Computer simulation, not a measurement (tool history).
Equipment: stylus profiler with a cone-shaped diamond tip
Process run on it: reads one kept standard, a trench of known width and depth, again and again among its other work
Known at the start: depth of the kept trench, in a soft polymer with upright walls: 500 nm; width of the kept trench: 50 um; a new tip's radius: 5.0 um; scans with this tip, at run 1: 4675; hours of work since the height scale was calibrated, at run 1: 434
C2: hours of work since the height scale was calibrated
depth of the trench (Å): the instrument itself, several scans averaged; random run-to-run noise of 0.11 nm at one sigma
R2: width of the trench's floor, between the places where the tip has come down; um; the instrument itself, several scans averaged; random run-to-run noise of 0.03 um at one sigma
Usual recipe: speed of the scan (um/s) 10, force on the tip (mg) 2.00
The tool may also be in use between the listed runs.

run 1 hour=0.0 | speed_of_the_scan_(um/s)=10 force_on_the_tip_(mg)=2.00 | scans_with_this_tip=4675 C2=434 | depth_of_the_trench_(Å)=5042.1 R2=44.26
run 2 hour=24.4 | speed_of_the_scan_(um/s)=10 force_on_the_tip_(mg)=2.00 | scans_with_this_tip=4812 C2=446 | depth_of_the_trench_(Å)=5040.0 R2=44.24
run 3 hour=42.9 | speed_of_the_scan_(um/s)=10 force_on_the_tip_(mg)=2.00 | scans_with_this_tip=4915 C2=456 | depth_of_the_trench_(Å)=5040.4 R2=44.19
run 4 hour=52.8 | speed_of_the_scan_(um/s)=10 force_on_the_tip_(mg)=2.00 | scans_with_this_tip=4970 C2=461 | depth_of_the_trench_(Å)=5039.4 R2=44.17
run 5 hour=75.4 | speed_of_the_scan_(um/s)=3 force_on_the_tip_(mg)=2.00 | scans_with_this_tip=5097 C2=473 | depth_of_the_trench_(Å)=5039.9 R2=44.14
run 6 hour=93.6 | speed_of_the_scan_(um/s)=3 force_on_the_tip_(mg)=2.00 | scans_with_this_tip=5199 C2=482 | depth_of_the_trench_(Å)=5040.3 R2=44.09
run 7 hour=106.7 | speed_of_the_scan_(um/s)=3 force_on_the_tip_(mg)=1.83 | scans_with_this_tip=5272 C2=489 | depth_of_the_trench_(Å)=5038.8 R2=44.03
run 8 hour=121.9 | speed_of_the_scan_(um/s)=3 force_on_the_tip_(mg)=1.83 | scans_with_this_tip=5357 C2=497 | depth_of_the_trench_(Å)=5038.0 R2=44.09
run 9 hour=132.1 | speed_of_the_scan_(um/s)=10 force_on_the_tip_(mg)=1.83 | scans_with_this_tip=5414 C2=502 | depth_of_the_trench_(Å)=5037.3 R2=44.05
run 10 hour=146.0 | speed_of_the_scan_(um/s)=39 force_on_the_tip_(mg)=2.37 | scans_with_this_tip=5492 C2=509 | depth_of_the_trench_(Å)=5044.5 R2=43.89
run 11 hour=163.0 | speed_of_the_scan_(um/s)=13 force_on_the_tip_(mg)=1.22 | scans_with_this_tip=5587 C2=518 | depth_of_the_trench_(Å)=5027.3 R2=43.98
-- hour=165.0 height scale calibrated on a step standard
run 12 hour=179.5 | speed_of_the_scan_(um/s)=13 force_on_the_tip_(mg)=1.22 | scans_with_this_tip=5676 C2=8 | depth_of_the_trench_(Å)=5028.0 R2=43.97
run 13 hour=204.1 | speed_of_the_scan_(um/s)=11 force_on_the_tip_(mg)=4.64 | scans_with_this_tip=5814 C2=20 | depth_of_the_trench_(Å)=5072.5 R2=43.96
run 14 hour=219.8 | speed_of_the_scan_(um/s)=20 force_on_the_tip_(mg)=2.44 | scans_with_this_tip=5902 C2=28 | depth_of_the_trench_(Å)=5045.1 R2=43.91
run 15 hour=232.2 | speed_of_the_scan_(um/s)=25 force_on_the_tip_(mg)=0.87 | scans_with_this_tip=5971 C2=35 | depth_of_the_trench_(Å)=5019.7 R2=43.73
-- hour=240.3 height scale calibrated on a step standard, once more
run 16 hour=251.6 | speed_of_the_scan_(um/s)=25 force_on_the_tip_(mg)=0.87 | scans_with_this_tip=6077 C2=6 | depth_of_the_trench_(Å)=5025.5 R2=43.75
run 17 hour=273.3 | speed_of_the_scan_(um/s)=25 force_on_the_tip_(mg)=0.87 | scans_with_this_tip=6198 C2=17 | depth_of_the_trench_(Å)=5022.9 R2=43.67
run 18 hour=294.9 | speed_of_the_scan_(um/s)=25 force_on_the_tip_(mg)=0.87 | scans_with_this_tip=6318 C2=28 | depth_of_the_trench_(Å)=5023.9 R2=43.67

Had the tool no unlogged condition, and each run kept its random variation, what would the results have been?
The tool's hidden condition here consists of: radius of the tip, um; height scale over the true one, %; drift of the gauge itself on depth_nm, %; drift of the gauge itself on floor_um, %.
run=1 depth_of_the_trench_(Å)=5045.3 R2=45.62
run=2 depth_of_the_trench_(Å)=5043.4 R2=45.63
run=3 depth_of_the_trench_(Å)=5043.8 R2=45.60
run=4 depth_of_the_trench_(Å)=5042.9 R2=45.60
run=5 depth_of_the_trench_(Å)=5043.5 R2=45.60
run=6 depth_of_the_trench_(Å)=5043.9 R2=45.58
run=7 depth_of_the_trench_(Å)=5042.5 R2=45.53
run=8 depth_of_the_trench_(Å)=5041.7 R2=45.61
run=9 depth_of_the_trench_(Å)=5041.1 R2=45.59
run=10 depth_of_the_trench_(Å)=5048.3 R2=45.45
run=11 depth_of_the_trench_(Å)=5031.2 R2=45.56
run=12 depth_of_the_trench_(Å)=5033.1 R2=45.58
run=13 depth_of_the_trench_(Å)=5077.8 R2=45.60
run=14 depth_of_the_trench_(Å)=5050.3 R2=45.57
run=15 depth_of_the_trench_(Å)=5025.0 R2=45.40
run=16 depth_of_the_trench_(Å)=5027.0 R2=45.45
run=17 depth_of_the_trench_(Å)=5024.4 R2=45.40
run=18 depth_of_the_trench_(Å)=5025.6 R2=45.44

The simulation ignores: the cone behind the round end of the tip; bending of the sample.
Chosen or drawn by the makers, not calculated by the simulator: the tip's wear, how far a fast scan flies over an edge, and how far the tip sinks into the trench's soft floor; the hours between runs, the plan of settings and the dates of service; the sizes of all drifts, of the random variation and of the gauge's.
